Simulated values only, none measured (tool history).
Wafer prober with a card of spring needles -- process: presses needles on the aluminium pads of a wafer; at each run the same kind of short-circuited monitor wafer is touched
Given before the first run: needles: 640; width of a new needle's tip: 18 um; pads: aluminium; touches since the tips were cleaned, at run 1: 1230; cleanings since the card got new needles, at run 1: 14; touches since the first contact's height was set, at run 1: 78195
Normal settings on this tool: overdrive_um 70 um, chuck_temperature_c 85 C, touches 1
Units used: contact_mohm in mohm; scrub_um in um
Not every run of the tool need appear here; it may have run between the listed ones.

run	day	overdrive_um	chuck_temperature_c	touches	touches since the tips were cleaned	cleanings since the card got new needles	touches since the first contact's height was set	contact_mohm	scrub_um
1	0	70	85	1	1230	14	78195	265	14.16
# day 0.362: tips cleaned on abrasive film
2	0.454	70	85	1	879	15	82470	272	14.14
3	0.754	70	85	1	3720	15	85311	291	14.13
# day 0.808: height of the first contact set anew
# day 0.875: tips cleaned on abrasive film
4	1.146	70	85	1	2569	16	3168	289	14.34
# day 1.396: tips cleaned on abrasive film
5	1.508	70	36	1	1080	17	6560	257	14.31
# day 1.888: tips cleaned on abrasive film
6	1.908	70	85	1	179	18	10305	251	14.3
7	2.225	70	85	1	3183	18	13309	285	14.32
# day 2.392: tips cleaned on abrasive film
8	2.646	70	33	1	2407	19	17258	268	14.3
# day 2.888: tips cleaned on abrasive film
9	2.958	83	56	2	652	20	20174	243	16.93
# day 3.396: tips cleaned on abrasive film
10	3.496	83	56	2	937	21	25242	246	16.93
# day 3.879: tips cleaned on abrasive film
11	3.879	86	71	2	0	22	28865	236	17.52
12	4.3	55	38	2	3958	22	32823	287	11.16
# day 4.396: tips cleaned on abrasive film
13	4.646	52	47	3	2355	23	36069	263	10.55
# day 4.879: tips cleaned on abrasive film
14	5.071	52	47	3	1798	24	40061	258	10.53

Forecast each of these 5 alternatives for the next run:
# day 5.362: tips cleaned on abrasive film
A	5.579	57	65	1	2031	25	44832	?	?
# day 5.362: tips cleaned on abrasive film
B	5.579	87	31	2	2031	25	44832	?	?
# day 5.362: tips cleaned on abrasive film
C	5.579	70	85	2	2031	25	44832	?	?
# day 5.362: tips cleaned on abrasive film
D	5.579	52	56	3	2031	25	44832	?	?
# day 5.362: tips cleaned on abrasive film
E	5.579	55	55	2	2031	25	44832	?	?

run	contact_mohm	scrub_um
A	291	11.54
B	241	17.69
C	260	14.19
D	264	10.51
E	274	11.12
Stripped of hidden state, with their random variation kept, the same runs would have yielded:
run	contact_mohm	scrub_um
A	237	11.69
B	225	17.84
C	238	14.35
D	240	10.66
E	238	11.28

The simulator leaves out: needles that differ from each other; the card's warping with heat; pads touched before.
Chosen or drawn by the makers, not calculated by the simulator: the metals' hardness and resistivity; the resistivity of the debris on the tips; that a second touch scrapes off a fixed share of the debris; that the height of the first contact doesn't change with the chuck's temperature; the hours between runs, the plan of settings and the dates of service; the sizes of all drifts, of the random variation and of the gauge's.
